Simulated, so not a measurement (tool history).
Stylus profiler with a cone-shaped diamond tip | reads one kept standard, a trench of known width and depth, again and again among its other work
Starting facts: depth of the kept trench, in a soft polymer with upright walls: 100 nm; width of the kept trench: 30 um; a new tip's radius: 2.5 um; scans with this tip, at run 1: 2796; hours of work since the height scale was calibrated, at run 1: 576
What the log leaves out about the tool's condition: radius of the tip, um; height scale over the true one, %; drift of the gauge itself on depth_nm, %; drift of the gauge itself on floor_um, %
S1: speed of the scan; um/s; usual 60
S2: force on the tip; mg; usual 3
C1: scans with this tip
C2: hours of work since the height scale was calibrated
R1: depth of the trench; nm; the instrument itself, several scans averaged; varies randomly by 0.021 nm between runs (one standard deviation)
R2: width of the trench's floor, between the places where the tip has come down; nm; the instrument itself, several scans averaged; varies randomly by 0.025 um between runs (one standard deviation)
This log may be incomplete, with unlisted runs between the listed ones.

run   hour   S1    S2    C1   C2      R1     R2
  1      0   60     3  2796  576  101.64  28360
  2   41.7   60   3.7  2923  602  101.92  28390
  3   84.5   60   3.7  3053  629  101.94  28370
  4  117.6   60   3.7  3154  650  101.91  28350
  5  139.9   60   3.7  3222  664  101.89  28400
  6  162.2   60   3.7  3290  678   101.9  28370
  7  203.5   60   3.7  3415  704  101.89  28400
  8  224.3   60   3.7  3478  717  101.92  28350
  9  262.1   40  4.33  3593  741  102.12  28440
 10  304.4   66  2.05  3722  767  101.24  28280
 11  337.4   40  1.24  3822  788  100.82  28320
 12  382.9  102  1.49  3961  816  100.94  28050
 13    431   64  3.19  4107  846  101.67  28280
 14    459  220   2.3  4192  864  101.28  27680
 15  486.2  220   2.3  4275  881  101.26  27640
 16  510.2   64  2.98  4348  896  101.59  28300

Here are 5 independent what-if runs from the current tool condition. What would each one return?
  A  543.4  16  4.11  4449  917   ?   ?
  B  543.4  75  1.17  4449  917   ?   ?
  C  543.4  64  5.23  4449  917   ?   ?
  D  543.4  16  1.63  4449  917   ?   ?
  E  543.4  96     3  4449  917   ?   ?

run      R1     R2
  A  101.98  28470
  B  100.74  28110
  C  102.36  28370
  D  100.98  28490
  E  101.58  28230
With the hidden condition removed and each run's random variation left untouched, the same runs would have given:
run      R1     R2
  A  102.19  28520
  B  100.94  28170
  C  102.57  28420
  D  101.19  28540
  E  101.79  28280
